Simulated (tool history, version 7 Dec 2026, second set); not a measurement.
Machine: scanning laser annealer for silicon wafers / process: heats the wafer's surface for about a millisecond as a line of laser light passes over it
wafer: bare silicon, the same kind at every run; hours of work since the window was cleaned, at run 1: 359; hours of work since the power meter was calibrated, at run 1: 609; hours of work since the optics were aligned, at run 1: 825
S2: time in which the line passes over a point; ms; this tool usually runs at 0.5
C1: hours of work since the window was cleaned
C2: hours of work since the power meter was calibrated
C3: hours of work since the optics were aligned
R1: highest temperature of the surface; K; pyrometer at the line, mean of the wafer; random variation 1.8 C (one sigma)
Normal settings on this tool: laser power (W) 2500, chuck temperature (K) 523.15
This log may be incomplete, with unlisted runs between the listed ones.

{"run": 1, "hour": 0.0, "laser power (W)": 2500, "S2": 0.5, "chuck temperature (K)": 523.15, "C1": 359, "C2": 609, "C3": 825, "R1": 1206.15}
{"run": 2, "hour": 64.3, "laser power (W)": 2500, "S2": 0.5, "chuck temperature (K)": 523.15, "C1": 387, "C2": 637, "C3": 852, "R1": 1195.15}
{"run": 3, "hour": 119.4, "laser power (W)": 2500, "S2": 0.5, "chuck temperature (K)": 523.15, "C1": 411, "C2": 661, "C3": 876, "R1": 1196.15}
{"run": 4, "hour": 186.7, "laser power (W)": 2500, "S2": 0.5, "chuck temperature (K)": 523.15, "C1": 440, "C2": 690, "C3": 905, "R1": 1196.15}
{"hour": 251.0, "done": "window over the wafer cleaned"}
{"run": 5, "hour": 251.0, "laser power (W)": 2500, "S2": 0.5, "chuck temperature (K)": 528.15, "C1": 0, "C2": 717, "C3": 932, "R1": 1187.15}
{"run": 6, "hour": 312.7, "laser power (W)": 2500, "S2": 0.5, "chuck temperature (K)": 528.15, "C1": 27, "C2": 744, "C3": 959, "R1": 1184.15}
{"run": 7, "hour": 379.6, "laser power (W)": 2500, "S2": 0.5, "chuck temperature (K)": 523.15, "C1": 56, "C2": 773, "C3": 988, "R1": 1178.15}
{"run": 8, "hour": 412.1, "laser power (W)": 2500, "S2": 0.5, "chuck temperature (K)": 523.15, "C1": 70, "C2": 787, "C3": 1002, "R1": 1175.15}
{"run": 9, "hour": 488.5, "laser power (W)": 2500, "S2": 0.5, "chuck temperature (K)": 523.15, "C1": 103, "C2": 820, "C3": 1035, "R1": 1173.15}
{"run": 10, "hour": 544.9, "laser power (W)": 2500, "S2": 0.5, "chuck temperature (K)": 523.15, "C1": 127, "C2": 844, "C3": 1060, "R1": 1171.15}
{"hour": 569.9, "done": "window over the wafer cleaned, once more"}
{"run": 11, "hour": 610.5, "laser power (W)": 2500, "S2": 0.5, "chuck temperature (K)": 523.15, "C1": 18, "C2": 872, "C3": 1087, "R1": 1242.15}
{"run": 12, "hour": 682.6, "laser power (W)": 2175, "S2": 0.5, "chuck temperature (K)": 523.15, "C1": 49, "C2": 903, "C3": 1118, "R1": 1121.15}
{"run": 13, "hour": 729.3, "laser power (W)": 2175, "S2": 0.5, "chuck temperature (K)": 523.15, "C1": 69, "C2": 923, "C3": 1139, "R1": 1116.15}
{"run": 14, "hour": 804.8, "laser power (W)": 2175, "S2": 0.5, "chuck temperature (K)": 523.15, "C1": 102, "C2": 956, "C3": 1171, "R1": 1114.15}
{"run": 15, "hour": 873.9, "laser power (W)": 2500, "S2": 0.5, "chuck temperature (K)": 523.15, "C1": 132, "C2": 986, "C3": 1201, "R1": 1228.15}
{"run": 16, "hour": 947.9, "laser power (W)": 2500, "S2": 0.5, "chuck temperature (K)": 523.15, "C1": 164, "C2": 1018, "C3": 1233, "R1": 1225.15}
{"run": 17, "hour": 1020.8, "laser power (W)": 2500, "S2": 0.354, "chuck temperature (K)": 523.15, "C1": 195, "C2": 1050, "C3": 1265, "R1": 1091.15}
{"run": 18, "hour": 1065.4, "laser power (W)": 2500, "S2": 0.5, "chuck temperature (K)": 537.15, "C1": 214, "C2": 1069, "C3": 1284, "R1": 1234.15}
{"run": 19, "hour": 1128.1, "laser power (W)": 2500, "S2": 0.5, "chuck temperature (K)": 537.15, "C1": 242, "C2": 1096, "C3": 1311, "R1": 1231.15}
{"run": 20, "hour": 1195.8, "laser power (W)": 2500, "S2": 0.5, "chuck temperature (K)": 537.15, "C1": 271, "C2": 1125, "C3": 1341, "R1": 1229.15}
{"run": 21, "hour": 1255.9, "laser power (W)": 2699, "S2": 0.476, "chuck temperature (K)": 499.15, "C1": 297, "C2": 1151, "C3": 1367, "R1": 1242.15}
{"run": 22, "hour": 1305.3, "laser power (W)": 2699, "S2": 0.476, "chuck temperature (K)": 499.15, "C1": 318, "C2": 1173, "C3": 1388, "R1": 1235.15}
{"run": 23, "hour": 1356.6, "laser power (W)": 2500, "S2": 0.5, "chuck temperature (K)": 530.15, "C1": 341, "C2": 1195, "C3": 1410, "R1": 1216.15}
{"run": 24, "hour": 1405.0, "laser power (W)": 2500, "S2": 0.473, "chuck temperature (K)": 530.15, "C1": 362, "C2": 1216, "C3": 1431, "R1": 1191.15}
{"run": 25, "hour": 1457.5, "laser power (W)": 2716, "S2": 0.473, "chuck temperature (K)": 511.15, "C1": 384, "C2": 1239, "C3": 1454, "R1": 1248.15}
{"run": 26, "hour": 1499.9, "laser power (W)": 2716, "S2": 0.473, "chuck temperature (K)": 511.15, "C1": 403, "C2": 1257, "C3": 1472, "R1": 1245.15}
{"run": 27, "hour": 1533.7, "laser power (W)": 2671, "S2": 0.473, "chuck temperature (K)": 510.15, "C1": 417, "C2": 1272, "C3": 1487, "R1": 1225.15}
{"run": 28, "hour": 1569.3, "laser power (W)": 2459, "S2": 0.527, "chuck temperature (K)": 562.15, "C1": 433, "C2": 1287, "C3": 1502, "R1": 1245.15}
{"run": 29, "hour": 1636.5, "laser power (W)": 2500, "S2": 0.527, "chuck temperature (K)": 553.15, "C1": 462, "C2": 1316, "C3": 1531, "R1": 1248.15}
{"hour": 1651.1, "done": "window over the wafer cleaned"}
{"run": 30, "hour": 1707.7, "laser power (W)": 2661, "S2": 0.569, "chuck temperature (K)": 491.15, "C1": 25, "C2": 1346, "C3": 1561, "R1": 1328.15}
{"run": 31, "hour": 1751.5, "laser power (W)": 2661, "S2": 0.569, "chuck temperature (K)": 491.15, "C1": 43, "C2": 1365, "C3": 1580, "R1": 1326.15}
{"run": 32, "hour": 1806.6, "laser power (W)": 2661, "S2": 0.569, "chuck temperature (K)": 491.15, "C1": 67, "C2": 1389, "C3": 1604, "R1": 1322.15}
{"run": 33, "hour": 1859.8, "laser power (W)": 2190, "S2": 0.593, "chuck temperature (K)": 523.15, "C1": 90, "C2": 1412, "C3": 1627, "R1": 1180.15}
{"run": 34, "hour": 1895.4, "laser power (W)": 2292, "S2": 0.446, "chuck temperature (K)": 523.15, "C1": 106, "C2": 1427, "C3": 1643, "R1": 1112.15}
{"run": 35, "hour": 1944.9, "laser power (W)": 2292, "S2": 0.446, "chuck temperature (K)": 523.15, "C1": 127, "C2": 1449, "C3": 1664, "R1": 1105.15}
{"run": 36, "hour": 2022.7, "laser power (W)": 2500, "S2": 0.46, "chuck temperature (K)": 523.15, "C1": 161, "C2": 1483, "C3": 1698, "R1": 1189.15}
{"run": 37, "hour": 2090.6, "laser power (W)": 2432, "S2": 0.402, "chuck temperature (K)": 501.15, "C1": 190, "C2": 1512, "C3": 1727, "R1": 1089.15}
{"run": 38, "hour": 2137.8, "laser power (W)": 2432, "S2": 0.402, "chuck temperature (K)": 501.15, "C1": 211, "C2": 1532, "C3": 1748, "R1": 1088.15}
{"hour": 2167.4, "done": "optics aligned, line set to its width"}
{"run": 39, "hour": 2196.2, "laser power (W)": 2500, "S2": 0.5, "chuck temperature (K)": 546.15, "C1": 234, "C2": 1555, "C3": 12, "R1": 1255.15}
{"run": 40, "hour": 2230.7, "laser power (W)": 2161, "S2": 0.5, "chuck temperature (K)": 534.15, "C1": 249, "C2": 1570, "C3": 27, "R1": 1119.15}

Take each entry between the runs: how does the hidden state at the last listed run before it differ from the hidden state at the first listed run after it?
After run 4, before run 5: window over the wafer cleaned (hour 251)
  light that passes the window, % of a clean one's: 94.63 -> 93.57; laser's true power over the reading, %: 0.34 -> 0.37; width of the line over the set one, %: 2.11 -> 2.18
  measured minus no-state result, R1: -58 -> -69 K
After run 10, before run 11: window over the wafer cleaned, once more (hour 569.9)
  light that passes the window, % of a clean one's: 92.23 -> 99.61; laser's true power over the reading, %: 0.5 -> 0.53; width of the line over the set one, %: 2.45 -> 2.51
  measured minus no-state result, R1: -81 -> -12 K
After run 29, before run 30: window over the wafer cleaned (hour 1651.1)
  light that passes the window, % of a clean one's: 94.86 -> 99.14; laser's true power over the reading, %: 1 -> 1.04; width of the line over the set one, %: 3.51 -> 3.57
  measured minus no-state result, R1: -59 -> -20 K
After run 38, before run 39: optics aligned, line set to its width (hour 2167.4)
  light that passes the window, % of a clean one's: 97.21 -> 96.95; laser's true power over the reading, %: 1.23 -> 1.26; width of the line over the set one, %: 3.99 -> 0.21
  measured minus no-state result, R1: -30 -> -19 K

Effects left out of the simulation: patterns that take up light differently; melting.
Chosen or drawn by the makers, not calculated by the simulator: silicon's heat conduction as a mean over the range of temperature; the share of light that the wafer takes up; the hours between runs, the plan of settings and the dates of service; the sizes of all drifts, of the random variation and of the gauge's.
